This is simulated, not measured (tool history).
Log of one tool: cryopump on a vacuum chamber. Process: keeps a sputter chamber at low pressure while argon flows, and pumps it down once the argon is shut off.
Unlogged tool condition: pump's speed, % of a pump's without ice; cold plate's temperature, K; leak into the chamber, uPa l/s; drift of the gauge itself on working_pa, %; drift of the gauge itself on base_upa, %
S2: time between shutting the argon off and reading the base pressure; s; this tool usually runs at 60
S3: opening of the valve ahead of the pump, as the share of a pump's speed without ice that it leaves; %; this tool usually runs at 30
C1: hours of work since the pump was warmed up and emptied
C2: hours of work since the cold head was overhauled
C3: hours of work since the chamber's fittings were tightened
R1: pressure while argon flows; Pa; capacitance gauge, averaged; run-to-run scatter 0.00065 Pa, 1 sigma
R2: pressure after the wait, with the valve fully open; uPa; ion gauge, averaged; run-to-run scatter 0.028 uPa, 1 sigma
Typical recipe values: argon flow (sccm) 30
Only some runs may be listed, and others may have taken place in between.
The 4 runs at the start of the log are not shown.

{"run": 5, "hour": 41.7, "argon flow (sccm)": 30, "S2": 60, "S3": 37, "C1": 199, "C2": 199, "C3": 82, "R1": 0.0851, "R2": 1.35}
{"run": 6, "hour": 55.4, "argon flow (sccm)": 30, "S2": 60, "S3": 37, "C1": 208, "C2": 208, "C3": 91, "R1": 0.0848, "R2": 1.29}
{"run": 7, "hour": 69.2, "argon flow (sccm)": 30, "S2": 60, "S3": 37, "C1": 217, "C2": 217, "C3": 100, "R1": 0.0864, "R2": 1.36}
{"run": 8, "hour": 86.4, "argon flow (sccm)": 30, "S2": 60, "S3": 55, "C1": 229, "C2": 229, "C3": 112, "R1": 0.059, "R2": 1.35}
{"run": 9, "hour": 95.8, "argon flow (sccm)": 30, "S2": 60, "S3": 55, "C1": 235, "C2": 235, "C3": 118, "R1": 0.0598, "R2": 1.39}
{"run": 10, "hour": 105.0, "argon flow (sccm)": 30, "S2": 60, "S3": 55, "C1": 241, "C2": 241, "C3": 124, "R1": 0.0586, "R2": 1.35}
{"run": 11, "hour": 123.0, "argon flow (sccm)": 30, "S2": 60, "S3": 30, "C1": 253, "C2": 253, "C3": 136, "R1": 0.1075, "R2": 1.37}
{"run": 12, "hour": 138.8, "argon flow (sccm)": 30, "S2": 60, "S3": 30, "C1": 263, "C2": 263, "C3": 146, "R1": 0.1071, "R2": 1.34}
{"run": 13, "hour": 154.3, "argon flow (sccm)": 30, "S2": 60, "S3": 30, "C1": 274, "C2": 274, "C3": 156, "R1": 0.1069, "R2": 1.38}
{"run": 14, "hour": 170.5, "argon flow (sccm)": 30, "S2": 60, "S3": 30, "C1": 284, "C2": 284, "C3": 167, "R1": 0.1064, "R2": 1.34}
{"run": 15, "hour": 188.8, "argon flow (sccm)": 30, "S2": 60, "S3": 30, "C1": 296, "C2": 296, "C3": 179, "R1": 0.1068, "R2": 1.3}
{"run": 16, "hour": 197.5, "argon flow (sccm)": 14, "S2": 60, "S3": 30, "C1": 302, "C2": 302, "C3": 185, "R1": 0.0493, "R2": 1.38}
{"run": 17, "hour": 213.7, "argon flow (sccm)": 52, "S2": 60, "S3": 30, "C1": 313, "C2": 313, "C3": 196, "R1": 0.1869, "R2": 1.41}
{"run": 18, "hour": 225.5, "argon flow (sccm)": 25, "S2": 60, "S3": 30, "C1": 321, "C2": 321, "C3": 203, "R1": 0.0888, "R2": 1.4}
{"run": 19, "hour": 242.5, "argon flow (sccm)": 30, "S2": 74, "S3": 21, "C1": 332, "C2": 332, "C3": 215, "R1": 0.1514, "R2": 1.16}
{"run": 20, "hour": 252.4, "argon flow (sccm)": 30, "S2": 74, "S3": 21, "C1": 338, "C2": 338, "C3": 221, "R1": 0.1527, "R2": 1.19}

Run 21 has not been measured yet. What should we expect?
{"run": 21, "hour": 268.5, "argon flow (sccm)": 30, "S2": 73, "S3": 30, "C1": 349, "C2": 349, "C3": 232, "R1": "?", "R2": "?"}

R1: 0.1058 Pa
R2: 1.16 uPa
If the tool had no hidden condition, the same run with the same run-to-run variation would have returned R1 0.1022 Pa, R2 1.05 uPa.
